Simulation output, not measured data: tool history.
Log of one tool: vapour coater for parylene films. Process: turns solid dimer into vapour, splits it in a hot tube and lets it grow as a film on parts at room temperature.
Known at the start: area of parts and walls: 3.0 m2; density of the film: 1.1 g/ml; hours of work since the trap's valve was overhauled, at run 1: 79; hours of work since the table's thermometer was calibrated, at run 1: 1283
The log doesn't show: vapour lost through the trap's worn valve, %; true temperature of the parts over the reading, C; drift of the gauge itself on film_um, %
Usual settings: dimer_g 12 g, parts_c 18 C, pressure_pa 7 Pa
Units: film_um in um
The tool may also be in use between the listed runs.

| run | hour | dimer_g | parts_c | pressure_pa | hours of work since the trap's valve was overhauled | hours of work since the table's thermometer was calibrated | film_um |
|---|---|---|---|---|---|---|---|
| 1 | 0 | 12 | 18 | 7 | 79 | 1283 | 2.59 |
| 2 | 53.3 | 12 | 18 | 7 | 113 | 1317 | 2.52 |
| 3 | 111.3 | 12 | 18 | 7 | 150 | 1354 | 2.57 |
| 4 | 147.5 | 12 | 18 | 7 | 173 | 1377 | 2.53 |
| 5 | 192.6 | 12 | 15 | 7 | 201 | 1406 | 2.8 |
|  | 205.4 | trap's valve overhauled |
| 6 | 243.3 | 12 | 15 | 7 | 24 | 1435 | 2.85 |
| 7 | 281.1 | 12 | 15 | 7 | 48 | 1459 | 2.84 |
| 8 | 325.2 | 12 | 15 | 7 | 76 | 1487 | 2.8 |
| 9 | 360.1 | 12 | 17 | 7 | 98 | 1510 | 2.62 |
| 10 | 414.1 | 12 | 18 | 7 | 133 | 1544 | 2.5 |
| 11 | 453.7 | 12 | 18 | 7 | 158 | 1569 | 2.57 |
| 12 | 490.6 | 12 | 26 | 7 | 181 | 1592 | 1.91 |
|  | 532.2 | trap's valve overhauled |
| 13 | 545.9 | 12 | 18 | 7 | 9 | 1625 | 2.57 |
| 14 | 587.3 | 12 | 18 | 7 | 35 | 1651 | 2.53 |
| 15 | 611.8 | 12 | 18 | 7 | 51 | 1667 | 2.52 |
| 16 | 645 | 12 | 18 | 7 | 72 | 1688 | 2.58 |
| 17 | 695.6 | 12 | 18 | 7 | 104 | 1720 | 2.52 |
| 18 | 741.9 | 12 | 18 | 7 | 133 | 1749 | 2.55 |
| 19 | 791.6 | 12 | 13 | 7 | 165 | 1781 | 3.02 |
| 20 | 832.4 | 12 | 13 | 7 | 191 | 1807 | 3.04 |
|  | 862 | trap's valve overhauled |
| 21 | 863.8 | 12 | 10 | 7 | 1 | 1824 | 3.4 |
| 22 | 916.2 | 12 | 10 | 7 | 34 | 1858 | 3.41 |
| 23 | 952 | 12 | 10 | 4.56 | 57 | 1880 | 3.39 |
| 24 | 977.5 | 12 | 10 | 5.06 | 73 | 1897 | 3.45 |
| 25 | 1035.1 | 12 | 15 | 3.25 | 110 | 1933 | 2.97 |
| 26 | 1068.8 | 12 | 24 | 3.93 | 131 | 1955 | 2.12 |
| 27 | 1124.3 | 11 | 20 | 5.25 | 167 | 1990 | 2.19 |
| 28 | 1157.3 | 11 | 20 | 5.25 | 188 | 2011 | 2.15 |
|  | 1192.4 | trap's valve overhauled |
| 29 | 1209.3 | 13 | 18 | 4.01 | 11 | 2041 | 2.87 |
|  | 1213.6 | table's thermometer calibrated |
| 30 | 1269.5 | 16 | 18 | 9.83 | 48 | 36 | 3.35 |
| 31 | 1311.5 | 13 | 20 | 7 | 75 | 62 | 2.5 |
| 32 | 1367.5 | 13 | 20 | 7 | 111 | 98 | 2.55 |
| 33 | 1406.3 | 13 | 20 | 7 | 135 | 122 | 2.57 |
| 34 | 1443.2 | 13 | 20 | 7 | 159 | 146 | 2.58 |
| 35 | 1476.6 | 11 | 16 | 2.94 | 180 | 167 | 2.68 |
| 36 | 1513.5 | 11 | 16 | 2.94 | 203 | 191 | 2.6 |
|  | 1522 | trap's valve overhauled |
| 37 | 1565.6 | 11 | 16 | 2.94 | 28 | 221 | 2.65 |
| 38 | 1625.9 | 11 | 16 | 2.94 | 66 | 259 | 2.67 |
| 39 | 1667.1 | 13 | 10 | 10.1 | 92 | 286 | 3.51 |
| 40 | 1727.2 | 13 | 10 | 10.1 | 130 | 324 | 3.58 |
| 41 | 1773 | 7 | 17 | 6.14 | 159 | 353 | 1.48 |
| 42 | 1806.1 | 7 | 17 | 6.14 | 180 | 374 | 1.55 |

Forecast each of these 5 alternatives for the next run:
|  | 1849.3 | trap's valve overhauled |
| A | 1863.2 | 10 | 25 | 7 | 9 | 408 | ? |
|  | 1849.3 | trap's valve overhauled |
| B | 1863.2 | 10 | 28 | 3.04 | 9 | 408 | ? |
|  | 1849.3 | trap's valve overhauled |
| C | 1863.2 | 7 | 16 | 4.58 | 9 | 408 | ? |
|  | 1849.3 | trap's valve overhauled |
| D | 1863.2 | 16 | 23 | 6.14 | 9 | 408 | ? |
|  | 1849.3 | trap's valve overhauled |
| E | 1863.2 | 7 | 12 | 6.14 | 9 | 408 | ? |

| run | film_um |
|---|---|
| A | 1.68 |
| B | 1.59 |
| C | 1.66 |
| D | 2.91 |
| E | 1.83 |
Without the tool's hidden state the same runs would have given:
| run | film_um |
|---|---|
| A | 1.68 |
| B | 1.59 |
| C | 1.66 |
| D | 2.91 |
| E | 1.83 |

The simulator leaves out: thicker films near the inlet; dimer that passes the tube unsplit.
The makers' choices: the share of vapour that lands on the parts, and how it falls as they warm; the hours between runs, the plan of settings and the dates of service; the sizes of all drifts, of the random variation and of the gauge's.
